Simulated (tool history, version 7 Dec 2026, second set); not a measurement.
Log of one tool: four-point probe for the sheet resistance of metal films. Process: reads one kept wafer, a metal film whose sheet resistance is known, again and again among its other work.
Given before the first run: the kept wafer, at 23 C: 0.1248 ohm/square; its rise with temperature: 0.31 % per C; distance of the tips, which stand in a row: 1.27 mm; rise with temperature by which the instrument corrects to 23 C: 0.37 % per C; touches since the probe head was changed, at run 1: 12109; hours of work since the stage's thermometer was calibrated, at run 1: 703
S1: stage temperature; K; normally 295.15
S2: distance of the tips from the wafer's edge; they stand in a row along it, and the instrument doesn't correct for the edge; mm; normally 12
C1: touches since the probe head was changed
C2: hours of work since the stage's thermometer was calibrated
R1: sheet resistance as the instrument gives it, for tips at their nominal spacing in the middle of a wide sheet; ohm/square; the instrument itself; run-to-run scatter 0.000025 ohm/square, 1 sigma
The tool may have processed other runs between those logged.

run 1 day=0.000 | S1=295.15 S2=12 | C1=12109 C2=703 | R1=0.125535
run 2 day=3.450 | S1=295.15 S2=12 | C1=15544 C2=742 | R1=0.125503
run 3 day=7.138 | S1=295.15 S2=12 | C1=19214 C2=784 | R1=0.125394
run 4 day=11.067 | S1=295.15 S2=12 | C1=23123 C2=828 | R1=0.125348
run 5 day=13.704 | S1=295.15 S2=12 | C1=25747 C2=858 | R1=0.125225
run 6 day=16.892 | S1=295.15 S2=4 | C1=28919 C2=894 | R1=0.130841
run 7 day=19.954 | S1=304.15 S2=4 | C1=31971 C2=929 | R1=0.130224
run 8 day=24.171 | S1=301.15 S2=12 | C1=36166 C2=977 | R1=0.124716
run 9 day=27.738 | S1=301.15 S2=5 | C1=39715 C2=1017 | R1=0.128020
run 10 day=30.650 | S1=295.15 S2=44 | C1=42615 C2=1050 | R1=0.124238
run 11 day=32.608 | S1=295.15 S2=44 | C1=44562 C2=1072 | R1=0.124245
run 12 day=36.488 | S1=295.15 S2=44 | C1=48422 C2=1116 | R1=0.124141
run 13 day=39.650 | S1=305.15 S2=12 | C1=51571 C2=1152 | R1=0.124120
run 14 day=41.958 | S1=305.15 S2=12 | C1=53868 C2=1178 | R1=0.124064
run 15 day=44.517 | S1=295.15 S2=12 | C1=56415 C2=1207 | R1=0.124682
run 16 day=47.300 | S1=304.15 S2=12 | C1=59186 C2=1239 | R1=0.124055
-- day=49.221 new probe head fitted
run 17 day=49.554 | S1=295.15 S2=12 | C1=332 C2=1264 | R1=0.124929
run 18 day=51.546 | S1=295.15 S2=12 | C1=2316 C2=1286 | R1=0.124910
run 19 day=54.217 | S1=295.15 S2=12 | C1=4975 C2=1317 | R1=0.124843
run 20 day=57.750 | S1=295.15 S2=12 | C1=8490 C2=1357 | R1=0.124795
run 21 day=62.325 | S1=295.15 S2=12 | C1=13042 C2=1409 | R1=0.124683
run 22 day=64.658 | S1=295.15 S2=12 | C1=15367 C2=1435 | R1=0.124629
run 23 day=68.646 | S1=305.15 S2=11 | C1=19332 C2=1480 | R1=0.124067
run 24 day=73.175 | S1=305.15 S2=11 | C1=23841 C2=1531 | R1=0.123984
-- day=74.667 stage's thermometer calibrated
run 25 day=77.208 | S1=305.15 S2=11 | C1=27836 C2=29 | R1=0.123692
run 26 day=79.329 | S1=304.15 S2=11 | C1=29945 C2=53 | R1=0.123734
run 27 day=83.038 | S1=295.15 S2=5 | C1=33638 C2=95 | R1=0.127506
run 28 day=86.033 | S1=293.15 S2=41 | C1=36619 C2=129 | R1=0.123465
run 29 day=88.546 | S1=306.15 S2=28 | C1=39119 C2=157 | R1=0.122710
run 30 day=92.117 | S1=299.15 S2=9 | C1=42671 C2=198 | R1=0.124230
run 31 day=94.667 | S1=307.15 S2=8 | C1=45211 C2=227 | R1=0.124048
run 32 day=98.642 | S1=303.15 S2=9 | C1=49165 C2=272 | R1=0.123882
run 33 day=103.312 | S1=302.15 S2=11 | C1=53816 C2=325 | R1=0.123405
run 34 day=105.708 | S1=298.15 S2=3 | C1=56198 C2=352 | R1=0.133494
run 35 day=107.762 | S1=298.15 S2=3 | C1=58246 C2=375 | R1=0.133419
run 36 day=109.992 | S1=302.15 S2=6 | C1=60462 C2=400 | R1=0.125342
-- day=110.821 new probe head fitted
run 37 day=112.358 | S1=302.15 S2=6 | C1=1530 C2=427 | R1=0.126920
run 38 day=115.400 | S1=295.15 S2=7 | C1=4560 C2=461 | R1=0.126579
run 39 day=117.621 | S1=297.15 S2=4 | C1=6769 C2=486 | R1=0.130600
run 40 day=120.004 | S1=297.15 S2=4 | C1=9143 C2=513 | R1=0.130580
run 41 day=124.067 | S1=307.15 S2=4 | C1=13185 C2=559 | R1=0.129781
run 42 day=126.350 | S1=293.15 S2=10 | C1=15458 C2=585 | R1=0.125404
run 43 day=128.808 | S1=293.15 S2=10 | C1=17905 C2=613 | R1=0.125316
run 44 day=132.912 | S1=293.15 S2=10 | C1=21988 C2=660 | R1=0.125260

Take each entry between the runs: how does the hidden state at the last listed run before it differ from the hidden state at the first listed run after it?
Logged between run 16 and run 17: new probe head fitted (day 49.221)
  inner tips' distance over the nominal, %: -0.814 -> -0.591; tips' flats over new ones', %: 104 -> 1
  what was measured, less what the result would be without the hidden state, R1: -0.000993 -> -0.000690 ohm/square
Logged between run 24 and run 25: stage's thermometer calibrated (day 74.667)
  inner tips' distance over the nominal, %: -0.952 -> -1.012; tips' flats over new ones', %: 41 -> 49; wafer's true temperature over the reading, C: 0.35 -> -0.04
  what was measured, less what the result would be without the hidden state, R1: -0.001155 -> -0.001380 ohm/square
Logged between run 36 and run 37: new probe head fitted (day 110.821)
  inner tips' distance over the nominal, %: -1.513 -> -0.313; tips' flats over new ones', %: 106 -> 2
  what was measured, less what the result would be without the hidden state, R1: -0.002056 -> -0.000405 ohm/square

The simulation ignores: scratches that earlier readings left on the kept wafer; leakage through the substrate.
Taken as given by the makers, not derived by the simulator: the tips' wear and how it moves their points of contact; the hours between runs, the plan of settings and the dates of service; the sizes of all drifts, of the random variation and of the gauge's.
